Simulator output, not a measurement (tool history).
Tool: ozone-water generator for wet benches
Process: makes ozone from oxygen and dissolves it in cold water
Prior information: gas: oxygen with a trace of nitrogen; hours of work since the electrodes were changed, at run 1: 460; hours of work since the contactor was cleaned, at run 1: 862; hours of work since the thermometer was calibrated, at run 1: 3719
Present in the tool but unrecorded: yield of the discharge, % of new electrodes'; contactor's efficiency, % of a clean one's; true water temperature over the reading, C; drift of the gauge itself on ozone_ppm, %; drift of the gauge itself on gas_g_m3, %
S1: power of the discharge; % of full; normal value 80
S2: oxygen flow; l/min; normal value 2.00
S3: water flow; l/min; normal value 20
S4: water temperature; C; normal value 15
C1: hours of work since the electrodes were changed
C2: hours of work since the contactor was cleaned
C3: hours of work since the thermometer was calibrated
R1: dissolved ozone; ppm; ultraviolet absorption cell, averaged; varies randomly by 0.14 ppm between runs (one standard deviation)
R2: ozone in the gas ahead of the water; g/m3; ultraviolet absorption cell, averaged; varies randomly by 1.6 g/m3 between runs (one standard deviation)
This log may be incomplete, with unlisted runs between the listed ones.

{"run": 1, "hour": 0.0, "S1": 80, "S2": 2.0, "S3": 20, "S4": 15, "C1": 460, "C2": 862, "C3": 3719, "R1": 16.3, "R2": 302.4}
{"run": 2, "hour": 23.4, "S1": 80, "S2": 2.0, "S3": 20, "S4": 15, "C1": 480, "C2": 882, "C3": 3739, "R1": 16.3, "R2": 301.1}
{"run": 3, "hour": 43.3, "S1": 80, "S2": 1.86, "S3": 20, "S4": 15, "C1": 497, "C2": 899, "C3": 3756, "R1": 15.8, "R2": 314.4}
{"run": 4, "hour": 59.3, "S1": 80, "S2": 1.86, "S3": 20, "S4": 15, "C1": 511, "C2": 913, "C3": 3770, "R1": 16.0, "R2": 315.4}
{"run": 5, "hour": 90.0, "S1": 80, "S2": 2.24, "S3": 20, "S4": 15, "C1": 537, "C2": 939, "C3": 3796, "R1": 16.6, "R2": 286.1}
{"run": 6, "hour": 106.3, "S1": 80, "S2": 2.0, "S3": 20, "S4": 15, "C1": 551, "C2": 953, "C3": 3810, "R1": 16.4, "R2": 301.7}
{"run": 7, "hour": 124.3, "S1": 80, "S2": 2.0, "S3": 20, "S4": 15, "C1": 567, "C2": 969, "C3": 3826, "R1": 16.5, "R2": 302.0}
{"run": 8, "hour": 143.6, "S1": 80, "S2": 2.0, "S3": 20, "S4": 15, "C1": 583, "C2": 985, "C3": 3842, "R1": 16.0, "R2": 301.9}
{"run": 9, "hour": 158.4, "S1": 80, "S2": 2.0, "S3": 20, "S4": 15, "C1": 596, "C2": 998, "C3": 3855, "R1": 16.4, "R2": 301.9}
{"run": 10, "hour": 188.1, "S1": 80, "S2": 2.0, "S3": 20, "S4": 15, "C1": 621, "C2": 1024, "C3": 3880, "R1": 16.4, "R2": 299.5}
{"run": 11, "hour": 217.7, "S1": 80, "S2": 2.0, "S3": 20, "S4": 15, "C1": 647, "C2": 1049, "C3": 3906, "R1": 16.4, "R2": 302.6}
{"run": 12, "hour": 237.4, "S1": 80, "S2": 2.0, "S3": 20, "S4": 15, "C1": 663, "C2": 1066, "C3": 3922, "R1": 16.3, "R2": 299.9}
{"run": 13, "hour": 267.3, "S1": 80, "S2": 1.29, "S3": 20, "S4": 15, "C1": 689, "C2": 1091, "C3": 3948, "R1": 14.3, "R2": 377.9}
{"run": 14, "hour": 286.1, "S1": 80, "S2": 2.0, "S3": 20, "S4": 17, "C1": 705, "C2": 1108, "C3": 3964, "R1": 15.7, "R2": 302.2}
{"run": 15, "hour": 310.5, "S1": 80, "S2": 2.0, "S3": 25, "S4": 17, "C1": 726, "C2": 1128, "C3": 3985, "R1": 12.4, "R2": 302.1}
{"run": 16, "hour": 325.7, "S1": 80, "S2": 2.0, "S3": 25, "S4": 17, "C1": 739, "C2": 1141, "C3": 3998, "R1": 12.5, "R2": 303.7}
{"run": 17, "hour": 351.4, "S1": 80, "S2": 2.0, "S3": 25, "S4": 17, "C1": 761, "C2": 1163, "C3": 4020, "R1": 12.4, "R2": 301.4}
{"run": 18, "hour": 367.0, "S1": 50, "S2": 2.0, "S3": 15, "S4": 15, "C1": 774, "C2": 1177, "C3": 4034, "R1": 15.1, "R2": 208.6}
{"run": 19, "hour": 397.4, "S1": 50, "S2": 2.0, "S3": 21, "S4": 11, "C1": 801, "C2": 1203, "C3": 4060, "R1": 10.9, "R2": 208.8}
{"run": 20, "hour": 420.8, "S1": 80, "S2": 1.61, "S3": 20, "S4": 8, "C1": 821, "C2": 1223, "C3": 4080, "R1": 15.7, "R2": 334.6}
{"run": 21, "hour": 455.3, "S1": 80, "S2": 2.0, "S3": 21, "S4": 8, "C1": 850, "C2": 1252, "C3": 4109, "R1": 16.1, "R2": 300.4}
{"run": 22, "hour": 485.5, "S1": 52, "S2": 1.13, "S3": 27, "S4": 16, "C1": 876, "C2": 1278, "C3": 4135, "R1": 6.6, "R2": 289.0}
{"run": 23, "hour": 508.0, "S1": 80, "S2": 2.0, "S3": 17, "S4": 13, "C1": 895, "C2": 1298, "C3": 4154, "R1": 19.3, "R2": 300.7}
{"run": 24, "hour": 533.6, "S1": 80, "S2": 2.0, "S3": 17, "S4": 13, "C1": 917, "C2": 1320, "C3": 4176, "R1": 19.3, "R2": 302.5}
{"hour": 540.8, "done": "water thermometer calibrated"}
{"run": 25, "hour": 552.8, "S1": 80, "S2": 2.0, "S3": 17, "S4": 13, "C1": 933, "C2": 1336, "C3": 10, "R1": 19.3, "R2": 300.1}
{"run": 26, "hour": 569.6, "S1": 80, "S2": 1.38, "S3": 20, "S4": 20, "C1": 948, "C2": 1350, "C3": 25, "R1": 14.0, "R2": 365.2}
{"run": 27, "hour": 592.5, "S1": 80, "S2": 1.02, "S3": 20, "S4": 15, "C1": 967, "C2": 1370, "C3": 44, "R1": 12.9, "R2": 421.3}
{"run": 28, "hour": 616.9, "S1": 80, "S2": 2.0, "S3": 20, "S4": 13, "C1": 988, "C2": 1391, "C3": 65, "R1": 16.1, "R2": 302.0}
{"run": 29, "hour": 640.4, "S1": 80, "S2": 2.0, "S3": 20, "S4": 13, "C1": 1008, "C2": 1411, "C3": 85, "R1": 16.1, "R2": 299.4}
{"run": 30, "hour": 668.0, "S1": 80, "S2": 2.0, "S3": 20, "S4": 13, "C1": 1032, "C2": 1434, "C3": 109, "R1": 16.1, "R2": 298.9}
{"run": 31, "hour": 691.2, "S1": 80, "S2": 2.0, "S3": 19, "S4": 15, "C1": 1052, "C2": 1454, "C3": 129, "R1": 17.0, "R2": 299.2}
{"run": 32, "hour": 714.4, "S1": 40, "S2": 2.0, "S3": 20, "S4": 15, "C1": 1072, "C2": 1474, "C3": 149, "R1": 9.5, "R2": 176.8}
{"run": 33, "hour": 731.3, "S1": 67, "S2": 2.0, "S3": 20, "S4": 10, "C1": 1086, "C2": 1489, "C3": 163, "R1": 14.5, "R2": 260.7}

Predict each of these 3 candidate next runs independently; none follows another, all start after run 33:
{"run": "A", "hour": 762.0, "S1": 41, "S2": 1.16, "S3": 20, "S4": 15, "C1": 1112, "C2": 1515, "C3": 190, "R1": "?", "R2": "?"}
{"run": "B", "hour": 762.0, "S1": 50, "S2": 2.0, "S3": 20, "S4": 13, "C1": 1112, "C2": 1515, "C3": 190, "R1": "?", "R2": "?"}
{"run": "C", "hour": 762.0, "S1": 49, "S2": 2.0, "S3": 20, "S4": 15, "C1": 1112, "C2": 1515, "C3": 190, "R1": "?", "R2": "?"}

run=A R1=8.3 R2=236.8
run=B R1=11.3 R2=208.9
run=C R1=11.0 R2=204.0
With the hidden condition removed and each run's random variation left untouched, the same runs would have given:
run=A R1=8.6 R2=239.9
run=B R1=11.7 R2=212.4
run=C R1=11.4 R2=207.3

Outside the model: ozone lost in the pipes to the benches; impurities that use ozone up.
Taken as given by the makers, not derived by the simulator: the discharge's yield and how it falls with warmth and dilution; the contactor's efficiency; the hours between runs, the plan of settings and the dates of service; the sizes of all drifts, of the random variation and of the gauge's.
